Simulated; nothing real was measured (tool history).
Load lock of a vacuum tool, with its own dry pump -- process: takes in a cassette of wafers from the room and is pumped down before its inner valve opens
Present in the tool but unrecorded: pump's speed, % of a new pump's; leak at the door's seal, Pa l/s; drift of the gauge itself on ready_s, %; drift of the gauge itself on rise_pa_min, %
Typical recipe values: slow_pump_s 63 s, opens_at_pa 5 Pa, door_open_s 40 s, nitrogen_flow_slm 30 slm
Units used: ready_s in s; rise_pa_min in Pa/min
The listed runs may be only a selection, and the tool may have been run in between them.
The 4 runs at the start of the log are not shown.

| run | hour | slow_pump_s | opens_at_pa | door_open_s | nitrogen_flow_slm | hours that the pump has run since its overhaul | times that the door has closed on its seal | incoming humidity of the room's air, % | ready_s | rise_pa_min |
|---|---|---|---|---|---|---|---|---|---|---|
| 5 | 1004.7 | 90 | 5 | 40 | 30 | 10886 | 12475 | 46.7 | 169.2 | 0.029 |
| 6 | 1238.1 | 90 | 5 | 40 | 30 | 11119 | 13221 | 46.8 | 171.1 | 0.022 |
| 7 | 1463.8 | 90 | 5 | 40 | 30 | 11345 | 13943 | 43.2 | 166.9 | 0.019 |
| 8 | 1742.7 | 90 | 5 | 40 | 30 | 11624 | 14834 | 41.3 | 169.3 | 0.022 |
| 9 | 1945.5 | 63 | 5 | 40 | 30 | 11827 | 15482 | 46.5 | 149.3 | 0.019 |
| 10 | 2259.2 | 107 | 5 | 40 | 30 | 12140 | 16485 | 44.8 | 181.0 | 0.028 |
| 11 | 2477.2 | 107 | 5 | 40 | 30 | 12358 | 17182 | 47.8 | 178.7 | 0.030 |
| 12 | 2716.1 | 63 | 5 | 40 | 30 | 12597 | 17946 | 47.9 | 149.1 | 0.023 |
| 13 | 2921.1 | 63 | 5 | 40 | 30 | 12802 | 18601 | 45.2 | 147.8 | 0.019 |
| 14 | 3192.8 | 63 | 5 | 40 | 30 | 13074 | 19469 | 42.4 | 147.3 | 0.016 |
| 15 | 3450.3 | 63 | 5 | 40 | 30 | 13331 | 20292 | 44.8 | 147.5 | 0.018 |
| 16 | 3753.8 | 63 | 5 | 40 | 30 | 13635 | 21262 | 42.4 | 148.2 | 0.020 |
| 17 | 3944.1 | 63 | 5 | 40 | 43 | 13825 | 21871 | 44.4 | 149.0 | 0.017 |
| 18 | 4193.7 | 63 | 5 | 40 | 43 | 14075 | 22668 | 40.2 | 148.2 | 0.022 |
| 19 | 4508.6 | 49 | 9 | 40 | 11 | 14390 | 23675 | 45.5 | 133.0 | 0.038 |
| 20 | 4704.8 | 63 | 9 | 40 | 30 | 14586 | 24302 | 44.0 | 141.8 | 0.023 |
| 21 | 4897.0 | 88 | 6 | 133 | 11 | 14778 | 24916 | 42.7 | 166.4 | 0.051 |
| 22 | 5132.8 | 88 | 6 | 133 | 11 | 15014 | 25670 | 44.0 | 165.4 | 0.051 |
| 23 | 5317.8 | 88 | 6 | 133 | 11 | 15199 | 26261 | 44.5 | 165.9 | 0.049 |
| 24 | 5553.2 | 88 | 6 | 133 | 11 | 15434 | 27014 | 43.5 | 163.8 | 0.053 |
| 25 | 5803.4 | 37 | 6 | 133 | 6 | 15684 | 27813 | 43.6 | 127.7 | 0.059 |
| 26 | 6033.1 | 60 | 5 | 165 | 24 | 15914 | 28548 | 42.3 | 146.8 | 0.041 |

What does the tool deliver on the next run?
| 27 | 6226.1 | 32 | 8 | 143 | 23 | 16107 | 29164 | 44.6 | ? | ? |

{"run 27": {"ready_s": 120.0, "rise_pa_min": 0.043}}
Take away the tool's hidden state, keep the run-to-run variation as it was, and the same run would have given ready_s 119.9 s, rise_pa_min 0.042 Pa/min.

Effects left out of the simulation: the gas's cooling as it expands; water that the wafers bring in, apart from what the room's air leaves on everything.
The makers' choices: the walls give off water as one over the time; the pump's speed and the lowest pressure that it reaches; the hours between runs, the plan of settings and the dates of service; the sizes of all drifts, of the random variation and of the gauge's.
